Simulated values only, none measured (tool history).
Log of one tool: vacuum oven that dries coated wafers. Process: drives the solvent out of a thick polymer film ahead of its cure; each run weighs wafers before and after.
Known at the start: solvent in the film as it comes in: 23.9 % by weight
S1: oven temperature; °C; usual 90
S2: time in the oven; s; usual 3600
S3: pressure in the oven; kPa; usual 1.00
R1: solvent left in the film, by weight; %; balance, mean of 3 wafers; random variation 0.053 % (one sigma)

run	day	S1	S2	S3	R1
1	0.000	90	3600	1.00	2.41
2	2.138	90	3600	1.00	2.36
3	3.396	90	3600	1.00	2.48
4	5.633	90	3600	1.00	2.48
5	7.971	90	3600	1.00	2.36
6	9.750	90	3600	1.00	2.35
7	12.046	90	3600	1.00	2.38
8	13.350	90	3600	1.00	2.32
9	15.688	90	3600	1.00	2.42
10	16.762	90	4620	1.00	1.41
11	18.454	90	4620	1.00	1.39
12	20.421	85	4620	1.00	2.52
13	21.617	90	4080	1.00	1.82
14	23.242	90	4080	1.00	1.78
15	25.333	90	4080	1.00	1.77
16	26.900	90	3600	1.00	2.40
17	29.217	90	3600	1.00	2.43
18	31.088	90	3600	1.00	2.37
19	33.096	90	3600	1.00	2.40
20	35.121	90	3600	1.00	2.96
21	37.154	90	2760	1.40	4.65
22	38.392	90	3600	0.84	2.95
23	39.671	81	3600	2.86	6.50
24	41.171	81	3600	2.86	6.49
25	42.733	81	2280	2.74	9.43
26	45.083	75	2280	0.74	11.47
27	47.296	75	2280	0.74	11.43
28	49.562	85	3600	1.00	4.58
29	51.783	86	2340	0.51	6.89
30	54.000	78	2520	1.97	9.86
31	55.650	81	3000	0.95	7.30
32	56.642	85	2160	3.68	8.37
33	57.850	88	3600	1.00	3.41
34	59.567	90	2940	1.52	4.04
35	61.808	90	6480	1.00	0.80
36	63.742	93	2100	1.65	5.26
37	65.112	90	3120	1.34	3.82
38	66.888	90	3600	0.55	2.77
39	68.004	90	1860	1.00	7.18
40	69.346	92	1860	1.00	6.33

Not shown: 1 entry that the log had between the listed runs. Between which runs, and how does the tool's hidden state differ before and after?
Between runs 19 and 20: oven's thermocouples calibrated (day 33.983)
  true wafer temperature over the reading, C: 2.31 -> -0.14; true pressure over the reading, kPa: 0.202 -> 0.207
  measured less the result without the state, R1: -0.58 -> +0.08 %
